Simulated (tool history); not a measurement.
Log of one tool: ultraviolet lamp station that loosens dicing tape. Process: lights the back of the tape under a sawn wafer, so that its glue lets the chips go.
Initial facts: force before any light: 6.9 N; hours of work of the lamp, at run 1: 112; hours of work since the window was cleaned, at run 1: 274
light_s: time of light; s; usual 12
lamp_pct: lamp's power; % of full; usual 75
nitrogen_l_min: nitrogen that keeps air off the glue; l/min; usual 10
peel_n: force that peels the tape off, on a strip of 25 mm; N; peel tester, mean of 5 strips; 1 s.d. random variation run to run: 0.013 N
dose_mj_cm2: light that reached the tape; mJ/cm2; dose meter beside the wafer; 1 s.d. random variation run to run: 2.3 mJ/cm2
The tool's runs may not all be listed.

run	day	light_s	lamp_pct	nitrogen_l_min	hours of work of the lamp	hours of work since the window was cleaned	peel_n	dose_mj_cm2
1	0	12	75	10	112	274	0.693	207
2	0.162	12	75	10	115	277	0.698	200
3	0.458	14	75	10	120	282	0.495	231
4	0.821	14	75	10	127	289	0.507	234
5	1.071	14	75	10	132	293	0.488	234
6	1.471	14	75	10	139	301	0.53	233
7	1.783	14	75	10	144	306	0.505	232
8	2.05	12	75	10	149	311	0.716	200
9	2.346	7	75	10	155	317	1.825	116
10	2.679	7	75	6	161	323	2	114
11	2.862	7	75	6	164	326	2.035	114
12	3.112	7	75	6	168	330	2.115	112
13	3.367	7	84	6	173	335	1.828	129
14	3.642	11	84	9	178	340	0.735	201
15	3.871	8	65	7	182	344	2.134	110
16	4.242	8	65	7	189	351	2.115	109
17	4.471	20	83	3	193	355	0.348	353
18	4.862	20	83	3	200	362	0.358	357
19	5.267	20	61	18	207	369	0.293	262
20	5.604	15	75	10	213	375	0.459	238
21	5.954	15	75	4	220	382	0.734	237

Consider 3 possible next runs. They are alternatives, not a sequence: every one starts from the tool as it was left by run 21. What does each give?
A	6.238	20	75	10	225	387	?	?
B	6.238	15	70	4	225	387	?	?
C	6.238	15	75	12	225	387	?	?

run	peel_n	dose_mj_cm2
A	0.243	317
B	0.893	221
C	0.44	238
Stripped of hidden state, with their random variation kept, the same runs would have yielded:
run	peel_n	dose_mj_cm2
A	0.17	367
B	0.661	255
C	0.305	275

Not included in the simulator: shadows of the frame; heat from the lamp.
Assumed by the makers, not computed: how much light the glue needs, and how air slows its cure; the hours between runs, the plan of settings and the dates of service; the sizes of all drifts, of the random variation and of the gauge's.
